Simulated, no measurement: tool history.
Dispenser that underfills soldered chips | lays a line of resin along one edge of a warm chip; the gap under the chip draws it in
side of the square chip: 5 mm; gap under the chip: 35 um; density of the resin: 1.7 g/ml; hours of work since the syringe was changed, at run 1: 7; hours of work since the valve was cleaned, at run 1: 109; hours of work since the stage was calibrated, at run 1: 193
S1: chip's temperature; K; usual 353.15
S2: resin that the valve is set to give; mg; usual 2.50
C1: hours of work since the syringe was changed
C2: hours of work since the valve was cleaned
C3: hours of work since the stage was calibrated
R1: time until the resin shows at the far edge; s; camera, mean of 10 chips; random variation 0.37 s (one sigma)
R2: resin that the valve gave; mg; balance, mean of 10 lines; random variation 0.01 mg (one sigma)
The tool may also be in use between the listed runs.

run 1 hour=0.0 | S1=353.15 S2=2.50 | C1=7 C2=109 C3=193 | R1=33.8 R2=2.26
-- hour=0.8 new syringe of resin
run 2 hour=8.6 | S1=353.15 S2=2.50 | C1=5 C2=114 C3=198 | R1=27.5 R2=2.27
-- hour=14.1 new syringe of resin
-- hour=16.2 dispensing valve cleaned and set on the balance
run 3 hour=18.2 | S1=353.15 S2=2.56 | C1=2 C2=1 C3=203 | R1=22.3 R2=2.57
run 4 hour=24.9 | S1=353.15 S2=2.90 | C1=6 C2=5 C3=207 | R1=29.5 R2=2.88
-- hour=28.4 new syringe of resin
run 5 hour=36.7 | S1=353.15 S2=2.90 | C1=5 C2=12 C3=214 | R1=28.4 R2=2.87
-- hour=41.4 new syringe of resin
run 6 hour=47.3 | S1=353.15 S2=2.90 | C1=4 C2=18 C3=220 | R1=25.0 R2=2.86
-- hour=54.6 new syringe of resin
run 7 hour=57.0 | S1=353.15 S2=2.90 | C1=1 C2=24 C3=226 | R1=21.5 R2=2.84
run 8 hour=64.0 | S1=360.15 S2=2.66 | C1=6 C2=28 C3=230 | R1=20.9 R2=2.60
-- hour=68.1 new syringe of resin
run 9 hour=72.0 | S1=345.15 S2=2.48 | C1=2 C2=33 C3=234 | R1=34.5 R2=2.41
run 10 hour=79.5 | S1=350.15 S2=2.68 | C1=7 C2=38 C3=239 | R1=36.9 R2=2.58
-- hour=81.8 new syringe of resin
run 11 hour=91.3 | S1=349.15 S2=2.50 | C1=6 C2=45 C3=246 | R1=36.6 R2=2.40
-- hour=95.4 new syringe of resin
run 12 hour=98.4 | S1=358.15 S2=2.50 | C1=2 C2=49 C3=250 | R1=17.3 R2=2.40

The same runs without the tool's hidden state, with the same run-to-run variation:
The hidden state here: resin's viscosity, % of fresh resin's; dose that the valve gives, % of what is set; true chip temperature over the reading, C; drift of the gauge itself on fill_s, %; drift of the gauge itself on given_mg, %.
run=1 R1=21.2 R2=2.50
run=2 R1=21.1 R2=2.52
run=3 R1=21.1 R2=2.57
run=4 R1=21.0 R2=2.90
run=5 R1=21.3 R2=2.90
run=6 R1=21.3 R2=2.90
run=7 R1=20.9 R2=2.90
run=8 R1=14.9 R2=2.66
run=9 R1=31.6 R2=2.48
run=10 R1=24.4 R2=2.66
run=11 R1=26.0 R2=2.49
run=12 R1=16.4 R2=2.50

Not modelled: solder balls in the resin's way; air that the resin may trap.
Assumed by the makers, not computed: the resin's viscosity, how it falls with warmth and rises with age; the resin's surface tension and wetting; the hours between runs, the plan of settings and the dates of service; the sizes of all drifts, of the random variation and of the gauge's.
